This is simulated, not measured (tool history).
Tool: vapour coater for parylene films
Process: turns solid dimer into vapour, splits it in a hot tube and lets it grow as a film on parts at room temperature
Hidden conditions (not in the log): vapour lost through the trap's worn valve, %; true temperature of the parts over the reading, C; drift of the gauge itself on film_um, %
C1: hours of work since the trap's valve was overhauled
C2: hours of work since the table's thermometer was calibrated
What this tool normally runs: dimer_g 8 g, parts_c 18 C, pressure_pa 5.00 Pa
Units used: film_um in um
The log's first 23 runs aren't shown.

{"run": 24, "hour": 560.6, "dimer_g": 8, "parts_c": 18, "pressure_pa": 8.14, "C1": 285, "C2": 23, "film_um": 2.83}
{"run": 25, "hour": 586.1, "dimer_g": 8, "parts_c": 18, "pressure_pa": 8.14, "C1": 298, "C2": 37, "film_um": 2.81}
{"run": 26, "hour": 608.7, "dimer_g": 11, "parts_c": 21, "pressure_pa": 5.0, "C1": 310, "C2": 48, "film_um": 3.91}
{"run": 27, "hour": 641.7, "dimer_g": 6, "parts_c": 13, "pressure_pa": 5.0, "C1": 327, "C2": 65, "film_um": 2.69}
{"run": 28, "hour": 662.6, "dimer_g": 8, "parts_c": 17, "pressure_pa": 2.49, "C1": 338, "C2": 76, "film_um": 3.67}
{"run": 29, "hour": 684.5, "dimer_g": 8, "parts_c": 17, "pressure_pa": 2.49, "C1": 349, "C2": 88, "film_um": 3.64}
{"run": 30, "hour": 719.1, "dimer_g": 8, "parts_c": 17, "pressure_pa": 2.49, "C1": 367, "C2": 105, "film_um": 3.66}
{"run": 31, "hour": 737.6, "dimer_g": 7, "parts_c": 17, "pressure_pa": 2.49, "C1": 376, "C2": 115, "film_um": 3.21}
{"run": 32, "hour": 756.2, "dimer_g": 3, "parts_c": 18, "pressure_pa": 4.73, "C1": 386, "C2": 125, "film_um": 1.15}
{"run": 33, "hour": 791.0, "dimer_g": 3, "parts_c": 18, "pressure_pa": 11.07, "C1": 404, "C2": 143, "film_um": 1.01}
{"hour": 809.6, "done": "trap's valve overhauled"}
{"run": 34, "hour": 815.6, "dimer_g": 11, "parts_c": 11, "pressure_pa": 8.22, "C1": 3, "C2": 153, "film_um": 5.03}
{"run": 35, "hour": 838.5, "dimer_g": 4, "parts_c": 18, "pressure_pa": 10.55, "C1": 15, "C2": 165, "film_um": 1.45}
{"run": 36, "hour": 871.8, "dimer_g": 5, "parts_c": 18, "pressure_pa": 2.16, "C1": 32, "C2": 182, "film_um": 2.44}
{"run": 37, "hour": 892.5, "dimer_g": 10, "parts_c": 18, "pressure_pa": 5.85, "C1": 43, "C2": 193, "film_um": 3.99}
{"run": 38, "hour": 912.8, "dimer_g": 4, "parts_c": 18, "pressure_pa": 5.85, "C1": 53, "C2": 204, "film_um": 1.56}
{"run": 39, "hour": 945.3, "dimer_g": 11, "parts_c": 18, "pressure_pa": 5.55, "C1": 70, "C2": 220, "film_um": 4.37}
{"run": 40, "hour": 975.7, "dimer_g": 11, "parts_c": 18, "pressure_pa": 5.55, "C1": 86, "C2": 236, "film_um": 4.38}
{"run": 41, "hour": 1004.9, "dimer_g": 6, "parts_c": 11, "pressure_pa": 5.0, "C1": 101, "C2": 251, "film_um": 3.01}
{"run": 42, "hour": 1037.6, "dimer_g": 8, "parts_c": 20, "pressure_pa": 5.0, "C1": 118, "C2": 268, "film_um": 3.06}
{"run": 43, "hour": 1056.9, "dimer_g": 8, "parts_c": 20, "pressure_pa": 5.0, "C1": 128, "C2": 278, "film_um": 3.07}

Each row is a separate what-if for the run after 43, all from the same tool condition, not one after another. Results?
{"run": "A", "hour": 1071.9, "dimer_g": 8, "parts_c": 20, "pressure_pa": 3.57, "C1": 136, "C2": 286, "film_um": "?"}
{"run": "B", "hour": 1071.9, "dimer_g": 4, "parts_c": 21, "pressure_pa": 3.72, "C1": 136, "C2": 286, "film_um": "?"}
{"run": "C", "hour": 1071.9, "dimer_g": 8, "parts_c": 21, "pressure_pa": 3.32, "C1": 136, "C2": 286, "film_um": "?"}

run=A film_um=3.29
run=B film_um=1.60
run=C film_um=3.23
The same runs, with their run-to-run variation unchanged, on a tool lacking any hidden condition would have given:
run=A film_um=3.36
run=B film_um=1.63
run=C film_um=3.30

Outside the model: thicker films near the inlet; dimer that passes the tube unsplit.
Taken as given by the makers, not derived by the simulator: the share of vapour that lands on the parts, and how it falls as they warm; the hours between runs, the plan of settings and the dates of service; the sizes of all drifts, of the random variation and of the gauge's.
